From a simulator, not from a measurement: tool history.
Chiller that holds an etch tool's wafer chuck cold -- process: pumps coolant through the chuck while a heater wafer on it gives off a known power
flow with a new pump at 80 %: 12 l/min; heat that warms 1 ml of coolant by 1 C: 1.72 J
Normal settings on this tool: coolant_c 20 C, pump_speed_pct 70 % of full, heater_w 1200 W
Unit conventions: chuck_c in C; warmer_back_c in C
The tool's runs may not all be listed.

run 1 hour=0 | coolant_c=20 pump_speed_pct=70 heater_w=1200 | chuck_c=35.3 warmer_back_c=4.49
run 2 hour=38.3 | coolant_c=20 pump_speed_pct=70 heater_w=1200 | chuck_c=35.3 warmer_back_c=4.49
run 3 hour=117.5 | coolant_c=20 pump_speed_pct=70 heater_w=1200 | chuck_c=35.3 warmer_back_c=4.53
run 4 hour=181.6 | coolant_c=20 pump_speed_pct=89 heater_w=1200 | chuck_c=32.7 warmer_back_c=3.58
run 5 hour=237.9 | coolant_c=20 pump_speed_pct=89 heater_w=1200 | chuck_c=32.5 warmer_back_c=3.58
run 6 hour=327.2 | coolant_c=20 pump_speed_pct=70 heater_w=1643 | chuck_c=41.3 warmer_back_c=6.23
run 7 hour=404.8 | coolant_c=20 pump_speed_pct=70 heater_w=1200 | chuck_c=35.3 warmer_back_c=4.6
run 8 hour=468.9 | coolant_c=20 pump_speed_pct=70 heater_w=954 | chuck_c=32.5 warmer_back_c=3.62
run 9 hour=508.5 | coolant_c=20 pump_speed_pct=70 heater_w=954 | chuck_c=32.4 warmer_back_c=3.66
run 10 hour=595 | coolant_c=20 pump_speed_pct=70 heater_w=954 | chuck_c=32.3 warmer_back_c=3.63
run 11 hour=645.8 | coolant_c=10 pump_speed_pct=70 heater_w=1200 | chuck_c=25.7 warmer_back_c=4.59
run 12 hour=735.9 | coolant_c=20 pump_speed_pct=74 heater_w=1200 | chuck_c=34.9 warmer_back_c=4.38
run 13 hour=776 | coolant_c=11 pump_speed_pct=70 heater_w=1209 | chuck_c=27 warmer_back_c=4.68
run 14 hour=853.6 | coolant_c=16 pump_speed_pct=82 heater_w=610 | chuck_c=23 warmer_back_c=2.03
run 15 hour=936.4 | coolant_c=27 pump_speed_pct=66 heater_w=731 | chuck_c=37.2 warmer_back_c=3.05
run 16 hour=975.2 | coolant_c=19 pump_speed_pct=74 heater_w=938 | chuck_c=30.9 warmer_back_c=3.53
run 17 hour=1045.9 | coolant_c=19 pump_speed_pct=72 heater_w=648 | chuck_c=27.5 warmer_back_c=2.5
run 18 hour=1126.1 | coolant_c=19 pump_speed_pct=70 heater_w=978 | chuck_c=32.1 warmer_back_c=3.8
run 19 hour=1218.7 | coolant_c=19 pump_speed_pct=70 heater_w=978 | chuck_c=32.2 warmer_back_c=3.8
-- hour=1228.2 coolant pump overhauled
run 20 hour=1299.8 | coolant_c=23 pump_speed_pct=88 heater_w=740 | chuck_c=30.1 warmer_back_c=1.97
run 21 hour=1373 | coolant_c=15 pump_speed_pct=96 heater_w=638 | chuck_c=20.9 warmer_back_c=1.61

Had the tool no unlogged condition, and each run kept its random variation, what would the results have been?
Hidden state at play: heat passed by the chuck's channels, % of clean ones'; flow at a given pump speed, % of a new pump's; coolant's true temperature over the reading, C; drift of the gauge itself on chuck_c, C; drift of the gauge itself on warmer_back_c, C.
run=1 chuck_c=33.3 warmer_back_c=3.96
run=2 chuck_c=33.3 warmer_back_c=3.95
run=3 chuck_c=33.3 warmer_back_c=3.98
run=4 chuck_c=30.9 warmer_back_c=3.14
run=5 chuck_c=30.7 warmer_back_c=3.13
run=6 chuck_c=38.3 warmer_back_c=5.43
run=7 chuck_c=33 warmer_back_c=4
run=8 chuck_c=30.6 warmer_back_c=3.14
run=9 chuck_c=30.5 warmer_back_c=3.17
run=10 chuck_c=30.4 warmer_back_c=3.13
run=11 chuck_c=23.2 warmer_back_c=3.96
run=12 chuck_c=32.5 warmer_back_c=3.76
run=13 chuck_c=24.4 warmer_back_c=4.02
run=14 chuck_c=21.9 warmer_back_c=1.73
run=15 chuck_c=35.5 warmer_back_c=2.61
run=16 chuck_c=28.9 warmer_back_c=3.01
run=17 chuck_c=26.1 warmer_back_c=2.14
run=18 chuck_c=29.9 warmer_back_c=3.22
run=19 chuck_c=29.8 warmer_back_c=3.2
run=20 chuck_c=29.8 warmer_back_c=1.96
run=21 chuck_c=20.7 warmer_back_c=1.61
